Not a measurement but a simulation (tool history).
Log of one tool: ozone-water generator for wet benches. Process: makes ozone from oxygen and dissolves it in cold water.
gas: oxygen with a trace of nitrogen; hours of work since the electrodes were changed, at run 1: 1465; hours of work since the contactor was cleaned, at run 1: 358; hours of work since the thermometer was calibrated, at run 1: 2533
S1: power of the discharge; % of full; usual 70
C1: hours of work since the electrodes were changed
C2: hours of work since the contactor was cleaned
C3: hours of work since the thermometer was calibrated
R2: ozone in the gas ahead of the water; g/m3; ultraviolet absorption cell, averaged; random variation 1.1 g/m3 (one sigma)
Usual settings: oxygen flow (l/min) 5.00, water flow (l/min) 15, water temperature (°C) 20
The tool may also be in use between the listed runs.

{"run": 1, "hour": 0.0, "S1": 70, "oxygen flow (l/min)": 5.0, "water flow (l/min)": 15, "water temperature (°C)": 20, "C1": 1465, "C2": 358, "C3": 2533, "dissolved ozone (ppm)": 22.6, "R2": 194.0}
{"run": 2, "hour": 41.1, "S1": 70, "oxygen flow (l/min)": 5.0, "water flow (l/min)": 15, "water temperature (°C)": 20, "C1": 1503, "C2": 395, "C3": 2570, "dissolved ozone (ppm)": 22.5, "R2": 193.1}
{"run": 3, "hour": 84.2, "S1": 70, "oxygen flow (l/min)": 5.0, "water flow (l/min)": 15, "water temperature (°C)": 20, "C1": 1541, "C2": 434, "C3": 2609, "dissolved ozone (ppm)": 22.4, "R2": 193.1}
{"run": 4, "hour": 129.8, "S1": 70, "oxygen flow (l/min)": 3.01, "water flow (l/min)": 15, "water temperature (°C)": 20, "C1": 1583, "C2": 475, "C3": 2650, "dissolved ozone (ppm)": 24.2, "R2": 267.7}
{"run": 5, "hour": 198.6, "S1": 56, "oxygen flow (l/min)": 3.01, "water flow (l/min)": 15, "water temperature (°C)": 20, "C1": 1645, "C2": 537, "C3": 2712, "dissolved ozone (ppm)": 20.6, "R2": 229.2}
{"run": 6, "hour": 252.3, "S1": 70, "oxygen flow (l/min)": 5.72, "water flow (l/min)": 15, "water temperature (°C)": 20, "C1": 1693, "C2": 585, "C3": 2760, "dissolved ozone (ppm)": 22.0, "R2": 176.7}
{"run": 7, "hour": 303.5, "S1": 70, "oxygen flow (l/min)": 5.0, "water flow (l/min)": 15, "water temperature (°C)": 18, "C1": 1739, "C2": 631, "C3": 2807, "dissolved ozone (ppm)": 22.8, "R2": 193.2}
{"run": 8, "hour": 343.9, "S1": 70, "oxygen flow (l/min)": 5.0, "water flow (l/min)": 15, "water temperature (°C)": 18, "C1": 1775, "C2": 668, "C3": 2843, "dissolved ozone (ppm)": 22.9, "R2": 191.4}
{"run": 9, "hour": 388.0, "S1": 70, "oxygen flow (l/min)": 5.0, "water flow (l/min)": 13, "water temperature (°C)": 20, "C1": 1815, "C2": 707, "C3": 2883, "dissolved ozone (ppm)": 24.4, "R2": 191.5}
{"run": 10, "hour": 442.6, "S1": 70, "oxygen flow (l/min)": 5.0, "water flow (l/min)": 13, "water temperature (°C)": 20, "C1": 1865, "C2": 757, "C3": 2932, "dissolved ozone (ppm)": 24.4, "R2": 190.1}
{"run": 11, "hour": 476.6, "S1": 70, "oxygen flow (l/min)": 5.0, "water flow (l/min)": 13, "water temperature (°C)": 20, "C1": 1895, "C2": 787, "C3": 2963, "dissolved ozone (ppm)": 24.4, "R2": 191.0}
{"run": 12, "hour": 520.6, "S1": 70, "oxygen flow (l/min)": 5.0, "water flow (l/min)": 13, "water temperature (°C)": 20, "C1": 1935, "C2": 827, "C3": 3002, "dissolved ozone (ppm)": 24.5, "R2": 189.7}
{"run": 13, "hour": 591.9, "S1": 96, "oxygen flow (l/min)": 5.0, "water flow (l/min)": 13, "water temperature (°C)": 20, "C1": 1999, "C2": 891, "C3": 3067, "dissolved ozone (ppm)": 30.6, "R2": 238.4}
{"run": 14, "hour": 635.7, "S1": 96, "oxygen flow (l/min)": 5.0, "water flow (l/min)": 13, "water temperature (°C)": 20, "C1": 2039, "C2": 931, "C3": 3106, "dissolved ozone (ppm)": 30.4, "R2": 237.6}
{"run": 15, "hour": 675.0, "S1": 96, "oxygen flow (l/min)": 5.0, "water flow (l/min)": 13, "water temperature (°C)": 20, "C1": 2074, "C2": 966, "C3": 3142, "dissolved ozone (ppm)": 30.3, "R2": 238.5}
{"run": 16, "hour": 710.3, "S1": 96, "oxygen flow (l/min)": 5.0, "water flow (l/min)": 13, "water temperature (°C)": 20, "C1": 2106, "C2": 998, "C3": 3173, "dissolved ozone (ppm)": 30.4, "R2": 237.0}
{"run": 17, "hour": 767.1, "S1": 96, "oxygen flow (l/min)": 5.0, "water flow (l/min)": 13, "water temperature (°C)": 20, "C1": 2157, "C2": 1049, "C3": 3225, "dissolved ozone (ppm)": 30.3, "R2": 238.8}
{"run": 18, "hour": 804.6, "S1": 96, "oxygen flow (l/min)": 2.6, "water flow (l/min)": 18, "water temperature (°C)": 14, "C1": 2191, "C2": 1083, "C3": 3258, "dissolved ozone (ppm)": 26.4, "R2": 366.2}
{"run": 19, "hour": 855.4, "S1": 70, "oxygen flow (l/min)": 5.05, "water flow (l/min)": 23, "water temperature (°C)": 20, "C1": 2237, "C2": 1129, "C3": 3304, "dissolved ozone (ppm)": 15.6, "R2": 186.1}

The next listed run, before its measurement:
{"run": 20, "hour": 898.3, "S1": 70, "oxygen flow (l/min)": 5.05, "water flow (l/min)": 23, "water temperature (°C)": 27, "C1": 2275, "C2": 1168, "C3": 3343, "dissolved ozone (ppm)": "?", "R2": "?"}

Run 20 gave dissolved ozone (ppm) 14.2, R2 186.8 g/m3.
Without the tool's hidden state the same run would have given dissolved ozone (ppm) 15.6, R2 199.7 g/m3.
